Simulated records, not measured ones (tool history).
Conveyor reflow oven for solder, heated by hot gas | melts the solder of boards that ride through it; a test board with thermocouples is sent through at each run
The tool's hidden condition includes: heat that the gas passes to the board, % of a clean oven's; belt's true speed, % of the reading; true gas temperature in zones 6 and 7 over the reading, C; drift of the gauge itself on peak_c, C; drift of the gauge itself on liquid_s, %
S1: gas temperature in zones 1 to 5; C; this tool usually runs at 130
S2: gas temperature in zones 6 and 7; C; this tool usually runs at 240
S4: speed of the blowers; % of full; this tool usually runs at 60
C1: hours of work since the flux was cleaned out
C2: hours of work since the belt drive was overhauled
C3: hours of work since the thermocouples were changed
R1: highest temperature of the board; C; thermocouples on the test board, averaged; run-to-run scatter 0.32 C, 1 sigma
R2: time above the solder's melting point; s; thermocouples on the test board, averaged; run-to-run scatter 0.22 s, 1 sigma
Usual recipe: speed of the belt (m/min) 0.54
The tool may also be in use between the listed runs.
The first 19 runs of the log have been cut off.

run 20 hour=537.1 | S1=129 S2=240 speed_of_the_belt_(m/min)=0.494 S4=64 | C1=176 C2=815 C3=415 | R1=223 R2=56.9
run 21 hour=555.6 | S1=131 S2=240 speed_of_the_belt_(m/min)=0.54 S4=60 | C1=187 C2=826 C3=425 | R1=218.6 R2=49.3
run 22 hour=573.4 | S1=133 S2=243 speed_of_the_belt_(m/min)=0.48 S4=52 | C1=197 C2=836 C3=436 | R1=223.9 R2=60
run 23 hour=598.6 | S1=130 S2=234 speed_of_the_belt_(m/min)=0.54 S4=83 | C1=212 C2=851 C3=450 | R1=219.3 R2=50.7
run 24 hour=625 | S1=132 S2=234 speed_of_the_belt_(m/min)=0.54 S4=68 | C1=227 C2=866 C3=466 | R1=215.7 R2=48
run 25 hour=653.2 | S1=117 S2=240 speed_of_the_belt_(m/min)=0.54 S4=60 | C1=244 C2=883 C3=482 | R1=215.4 R2=43.4
run 26 hour=686.4 | S1=130 S2=240 speed_of_the_belt_(m/min)=0.639 S4=66 | C1=263 C2=902 C3=501 | R1=213.2 R2=37.3
-- hour=702.8 flux residue cleaned out of gas plates and filters
run 27 hour=717.4 | S1=130 S2=246 speed_of_the_belt_(m/min)=0.639 S4=83 | C1=9 C2=917 C3=517 | R1=226.3 R2=46
run 28 hour=734.4 | S1=130 S2=246 speed_of_the_belt_(m/min)=0.639 S4=83 | C1=18 C2=927 C3=527 | R1=226.2 R2=45.6
run 29 hour=759.7 | S1=125 S2=240 speed_of_the_belt_(m/min)=0.465 S4=60 | C1=33 C2=942 C3=541 | R1=224.7 R2=60.9
run 30 hour=791.7 | S1=125 S2=240 speed_of_the_belt_(m/min)=0.465 S4=60 | C1=52 C2=960 C3=560 | R1=224.8 R2=61.2

Branching from run 30: 4 alternative next runs. What would each branch give?
run A hour=830.7 | S1=125 S2=240 speed_of_the_belt_(m/min)=0.465 S4=73 | C1=75 C2=983 C3=583 | R1=? R2=?
run B hour=830.7 | S1=125 S2=240 speed_of_the_belt_(m/min)=0.538 S4=60 | C1=75 C2=983 C3=583 | R1=? R2=?
run C hour=830.7 | S1=125 S2=238 speed_of_the_belt_(m/min)=0.465 S4=60 | C1=75 C2=983 C3=583 | R1=? R2=?
run D hour=830.7 | S1=124 S2=236 speed_of_the_belt_(m/min)=0.568 S4=60 | C1=75 C2=983 C3=583 | R1=? R2=?

run=A R1=227.2 R2=64
run=B R1=219.2 R2=48.3
run=C R1=222.2 R2=59.8
run=D R1=213.7 R2=41.2
Had the tool no hidden state, the same runs would have come out as:
run=A R1=226.8 R2=61.8
run=B R1=218.6 R2=46.4
run=C R1=221.6 R2=57.6
run=D R1=213.1 R2=39.5
